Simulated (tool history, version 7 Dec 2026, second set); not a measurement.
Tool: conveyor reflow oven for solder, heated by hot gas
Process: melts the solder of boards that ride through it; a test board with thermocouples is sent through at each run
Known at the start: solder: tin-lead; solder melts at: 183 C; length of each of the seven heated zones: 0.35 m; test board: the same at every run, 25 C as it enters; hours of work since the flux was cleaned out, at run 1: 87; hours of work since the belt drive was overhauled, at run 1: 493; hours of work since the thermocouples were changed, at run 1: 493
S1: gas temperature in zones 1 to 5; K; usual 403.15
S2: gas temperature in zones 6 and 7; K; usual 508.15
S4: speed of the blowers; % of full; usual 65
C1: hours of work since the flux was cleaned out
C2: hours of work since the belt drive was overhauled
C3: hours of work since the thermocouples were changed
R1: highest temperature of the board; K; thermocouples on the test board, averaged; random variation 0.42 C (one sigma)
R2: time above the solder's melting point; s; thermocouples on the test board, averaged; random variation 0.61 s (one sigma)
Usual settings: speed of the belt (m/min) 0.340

{"run": 1, "hour": 0.0, "S1": 403.15, "S2": 508.15, "speed of the belt (m/min)": 0.34, "S4": 65, "C1": 87, "C2": 493, "C3": 493, "R1": 492.75, "R2": 91.3}
{"run": 2, "hour": 38.9, "S1": 403.15, "S2": 508.15, "speed of the belt (m/min)": 0.34, "S4": 65, "C1": 107, "C2": 513, "C3": 513, "R1": 491.85, "R2": 91.1}
{"run": 3, "hour": 78.9, "S1": 403.15, "S2": 508.15, "speed of the belt (m/min)": 0.34, "S4": 65, "C1": 128, "C2": 533, "C3": 533, "R1": 492.75, "R2": 90.7}
{"run": 4, "hour": 122.4, "S1": 403.15, "S2": 508.15, "speed of the belt (m/min)": 0.34, "S4": 65, "C1": 150, "C2": 555, "C3": 555, "R1": 492.65, "R2": 90.7}
{"run": 5, "hour": 169.1, "S1": 415.15, "S2": 508.15, "speed of the belt (m/min)": 0.34, "S4": 65, "C1": 174, "C2": 579, "C3": 579, "R1": 493.75, "R2": 99.5}
{"run": 6, "hour": 207.5, "S1": 418.15, "S2": 508.15, "speed of the belt (m/min)": 0.34, "S4": 65, "C1": 193, "C2": 599, "C3": 599, "R1": 493.95, "R2": 103.8}
{"run": 7, "hour": 258.5, "S1": 418.15, "S2": 508.15, "speed of the belt (m/min)": 0.34, "S4": 65, "C1": 219, "C2": 625, "C3": 625, "R1": 494.95, "R2": 103.0}
{"run": 8, "hour": 306.0, "S1": 418.15, "S2": 508.15, "speed of the belt (m/min)": 0.34, "S4": 65, "C1": 243, "C2": 649, "C3": 649, "R1": 494.75, "R2": 101.5}
{"run": 9, "hour": 338.5, "S1": 418.15, "S2": 508.15, "speed of the belt (m/min)": 0.34, "S4": 65, "C1": 260, "C2": 665, "C3": 665, "R1": 495.05, "R2": 102.5}
{"run": 10, "hour": 379.5, "S1": 403.15, "S2": 508.15, "speed of the belt (m/min)": 0.351, "S4": 65, "C1": 281, "C2": 686, "C3": 686, "R1": 492.15, "R2": 85.9}
{"run": 11, "hour": 413.3, "S1": 400.15, "S2": 508.15, "speed of the belt (m/min)": 0.359, "S4": 65, "C1": 298, "C2": 704, "C3": 704, "R1": 490.45, "R2": 81.9}
{"run": 12, "hour": 454.8, "S1": 400.15, "S2": 507.15, "speed of the belt (m/min)": 0.359, "S4": 65, "C1": 319, "C2": 725, "C3": 725, "R1": 488.95, "R2": 80.5}
{"hour": 488.7, "done": "belt drive overhauled, speed set with a stopwatch"}
{"run": 13, "hour": 508.2, "S1": 400.15, "S2": 507.15, "speed of the belt (m/min)": 0.359, "S4": 65, "C1": 344, "C2": 10, "C3": 750, "R1": 489.35, "R2": 80.8}
{"run": 14, "hour": 533.5, "S1": 400.15, "S2": 507.15, "speed of the belt (m/min)": 0.359, "S4": 65, "C1": 357, "C2": 23, "C3": 763, "R1": 488.95, "R2": 80.2}
{"run": 15, "hour": 559.3, "S1": 400.15, "S2": 504.15, "speed of the belt (m/min)": 0.382, "S4": 70, "C1": 370, "C2": 36, "C3": 776, "R1": 485.25, "R2": 71.0}
{"run": 16, "hour": 597.6, "S1": 402.15, "S2": 504.15, "speed of the belt (m/min)": 0.34, "S4": 56, "C1": 390, "C2": 56, "C3": 796, "R1": 486.15, "R2": 80.9}
{"run": 17, "hour": 626.7, "S1": 402.15, "S2": 504.15, "speed of the belt (m/min)": 0.34, "S4": 56, "C1": 405, "C2": 70, "C3": 810, "R1": 486.05, "R2": 81.6}
{"run": 18, "hour": 652.9, "S1": 403.15, "S2": 508.15, "speed of the belt (m/min)": 0.361, "S4": 65, "C1": 418, "C2": 84, "C3": 824, "R1": 490.75, "R2": 82.8}

Forecast each of these 5 alternatives for the next run:
{"run": "A", "hour": 696.1, "S1": 403.15, "S2": 518.15, "speed of the belt (m/min)": 0.34, "S4": 65, "C1": 440, "C2": 106, "C3": 846, "R1": "?", "R2": "?"}
{"run": "B", "hour": 696.1, "S1": 403.15, "S2": 508.15, "speed of the belt (m/min)": 0.358, "S4": 77, "C1": 440, "C2": 106, "C3": 846, "R1": "?", "R2": "?"}
{"run": "C", "hour": 696.1, "S1": 403.15, "S2": 508.15, "speed of the belt (m/min)": 0.324, "S4": 65, "C1": 440, "C2": 106, "C3": 846, "R1": "?", "R2": "?"}
{"run": "D", "hour": 696.1, "S1": 409.15, "S2": 508.15, "speed of the belt (m/min)": 0.286, "S4": 82, "C1": 440, "C2": 106, "C3": 846, "R1": "?", "R2": "?"}
{"run": "E", "hour": 696.1, "S1": 403.15, "S2": 521.15, "speed of the belt (m/min)": 0.36, "S4": 61, "C1": 440, "C2": 106, "C3": 846, "R1": "?", "R2": "?"}

run=A R1=500.45 R2=99.4
run=B R1=493.55 R2=87.9
run=C R1=493.65 R2=98.1
run=D R1=500.25 R2=124.8
run=E R1=500.85 R2=93.4
Without the tool's hidden state the same runs would have given:
run=A R1=500.65 R2=99.6
run=B R1=493.65 R2=88.1
run=C R1=493.75 R2=98.3
run=D R1=500.35 R2=125.0
run=E R1=500.95 R2=93.6
